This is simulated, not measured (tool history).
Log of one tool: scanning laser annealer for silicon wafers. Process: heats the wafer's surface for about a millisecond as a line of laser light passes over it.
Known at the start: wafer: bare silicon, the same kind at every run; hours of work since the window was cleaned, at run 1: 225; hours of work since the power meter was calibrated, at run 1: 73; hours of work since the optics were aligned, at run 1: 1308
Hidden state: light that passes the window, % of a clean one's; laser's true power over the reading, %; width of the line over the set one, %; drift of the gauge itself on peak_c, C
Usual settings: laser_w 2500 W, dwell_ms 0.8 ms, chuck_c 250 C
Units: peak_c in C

run,day,laser_w,dwell_ms,chuck_c,hours of work since the window was cleaned,hours of work since the power meter was calibrated,hours of work since the optics were aligned,peak_c
1,0,2500,0.8,250,225,73,1308,979
2,0.362,2500,0.8,250,229,78,1313,978
3,0.7,2500,0.8,250,234,82,1317,976
4,1.112,2500,0.8,250,239,87,1322,976
5,1.525,2500,0.8,289,244,92,1328,1013
6,1.812,2421,0.8,289,248,96,1331,987
7,2.267,2421,0.8,289,253,102,1337,988
8,2.6,2500,0.8,250,257,106,1341,973
9,3.1,2500,0.8,250,264,112,1347,976
10,3.679,2500,0.8,250,271,119,1355,975
11,4.283,2500,0.8,250,279,127,1362,973
12,4.921,2500,0.8,250,287,135,1370,976
13,5.425,2500,0.8,250,293,141,1377,971
14,6.046,2730,0.62,250,301,149,1384,938
# day 6.162: window over the wafer cleaned
15,6.388,2500,0.8,220,3,152,1388,934
16,6.654,2178,0.674,250,6,156,1391,796
17,7.146,2178,0.674,241,12,162,1397,789
18,7.433,2178,0.674,241,16,166,1401,787
19,7.812,2178,0.674,241,21,170,1406,790
20,8.204,2579,0.811,263,26,175,1410,1009
21,8.738,2744,0.706,222,32,182,1417,962
# day 8.925: window over the wafer cleaned, once more
22,9.296,2500,0.743,250,5,188,1423,956
23,9.788,2288,0.8,225,11,194,1429,893

Forecast each of these 5 alternatives for the next run:
A,10.046,2347,0.8,288,14,197,1433,?
B,10.046,2288,0.8,235,14,197,1433,?
C,10.046,2348,0.8,233,14,197,1433,?
D,10.046,2288,0.663,228,14,197,1433,?
E,10.046,2288,0.8,272,14,197,1433,?

run,peak_c
A,974
B,900
C,920
D,824
E,940
Without the tool's hidden state the same runs would have given:
run,peak_c
A,979
B,905
C,926
D,829
E,946

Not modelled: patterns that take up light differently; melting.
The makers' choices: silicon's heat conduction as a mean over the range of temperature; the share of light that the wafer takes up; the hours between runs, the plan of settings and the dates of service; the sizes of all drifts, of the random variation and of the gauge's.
